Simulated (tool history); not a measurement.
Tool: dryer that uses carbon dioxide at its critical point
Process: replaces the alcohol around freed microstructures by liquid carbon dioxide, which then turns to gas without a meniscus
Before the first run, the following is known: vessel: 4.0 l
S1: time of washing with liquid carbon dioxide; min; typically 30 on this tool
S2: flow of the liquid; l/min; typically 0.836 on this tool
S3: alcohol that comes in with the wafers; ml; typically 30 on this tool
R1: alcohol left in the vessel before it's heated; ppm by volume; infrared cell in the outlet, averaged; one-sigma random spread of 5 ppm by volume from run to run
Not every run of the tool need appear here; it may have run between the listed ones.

Run 1, day 0: usual settings. Result: R1 50 ppm by volume.
Run 2, day 0.275: usual settings but S1 43 min. Result: R1 13 ppm by volume.
Run 3, day 0.633: usual settings. Result: R1 51 ppm by volume.
Run 4, day 1.117: usual settings but S3 60 ml. Result: R1 87 ppm by volume.
Run 5, day 1.579: usual settings but S3 60 ml. Result: R1 92 ppm by volume.
Run 6, day 1.796: usual settings but S2 1.365 l/min, S3 29 ml. Result: R1 16 ppm by volume.
Run 7, day 2.283: usual settings but S2 1.365 l/min, S3 29 ml. Result: R1 25 ppm by volume.
Run 8, day 2.579: usual settings but S1 45 min, S2 1.365 l/min, S3 87 ml. Result: R1 17 ppm by volume.
Run 9, day 2.929: usual settings but S1 45 min, S2 1.365 l/min, S3 87 ml. Result: R1 30 ppm by volume.
Run 10, day 3.325: usual settings but S1 45 min, S2 1.365 l/min, S3 87 ml. Result: R1 27 ppm by volume.

Forecast each of these 3 alternatives for the next run:
Run A, day 3.625: usual settings but S1 44 min, S2 1.017 l/min, S3 32 ml. Result: R1 ?.
Run B, day 3.625: usual settings but S1 43 min, S2 0.923 l/min, S3 21 ml. Result: R1 ?.
Run C, day 3.625: usual settings but S1 39 min, S2 0.557 l/min, S3 47 ml. Result: R1 ?.

run   R1
  A   24
  B   19
  C  135
What these runs would have given with no unlogged condition in the tool:
run  R1
  A   9
  B   4
  C  74

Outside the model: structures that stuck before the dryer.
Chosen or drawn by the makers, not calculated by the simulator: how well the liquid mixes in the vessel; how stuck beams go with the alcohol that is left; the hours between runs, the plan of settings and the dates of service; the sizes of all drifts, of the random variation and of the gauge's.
